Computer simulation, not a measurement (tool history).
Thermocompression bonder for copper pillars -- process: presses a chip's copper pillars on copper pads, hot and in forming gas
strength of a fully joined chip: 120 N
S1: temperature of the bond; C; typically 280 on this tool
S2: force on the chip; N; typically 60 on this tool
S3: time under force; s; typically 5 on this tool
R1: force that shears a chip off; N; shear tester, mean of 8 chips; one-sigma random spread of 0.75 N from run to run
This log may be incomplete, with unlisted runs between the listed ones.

| run | hour | S1 | S2 | S3 | R1 |
|---|---|---|---|---|---|
| 1 | 0.0 | 280 | 60 | 5 | 65.6 |
| 2 | 52.0 | 280 | 60 | 6 | 69.1 |
| 3 | 87.6 | 280 | 60 | 5 | 66.5 |
| 4 | 132.1 | 280 | 60 | 5 | 64.8 |
| 5 | 176.9 | 280 | 86 | 5 | 75.5 |
|  | 214.0 | forming gas filter changed |
| 6 | 224.2 | 280 | 86 | 5 | 78.4 |
|  | 272.5 | heater calibrated with a thermocouple chip |
| 7 | 282.0 | 280 | 60 | 10 | 71.4 |
| 8 | 317.1 | 280 | 53 | 10 | 69.5 |
| 9 | 347.5 | 285 | 53 | 10 | 71.5 |
| 10 | 392.2 | 280 | 69 | 5 | 60.3 |
| 11 | 435.6 | 294 | 54 | 3 | 54.2 |
| 12 | 462.3 | 278 | 53 | 5 | 53.0 |
| 13 | 493.2 | 263 | 73 | 6 | 51.8 |
| 14 | 527.9 | 298 | 68 | 3 | 64.5 |
| 15 | 554.3 | 304 | 43 | 11 | 85.2 |
| 16 | 607.2 | 304 | 43 | 11 | 85.6 |

Each row is a separate what-if for the run after 16, all from the same tool condition, not one after another. Results?
| A | 648.5 | 252 | 60 | 10 | ? |
| B | 648.5 | 278 | 60 | 5 | ? |
| C | 648.5 | 255 | 40 | 7 | ? |
| D | 648.5 | 306 | 43 | 11 | ? |

| run | R1 |
|---|---|
| A | 48.0 |
| B | 57.4 |
| C | 38.2 |
| D | 86.9 |
Had the tool no hidden state, the same runs would have come out as:
| run | R1 |
|---|---|
| A | 46.5 |
| B | 55.9 |
| C | 37.0 |
| D | 85.9 |
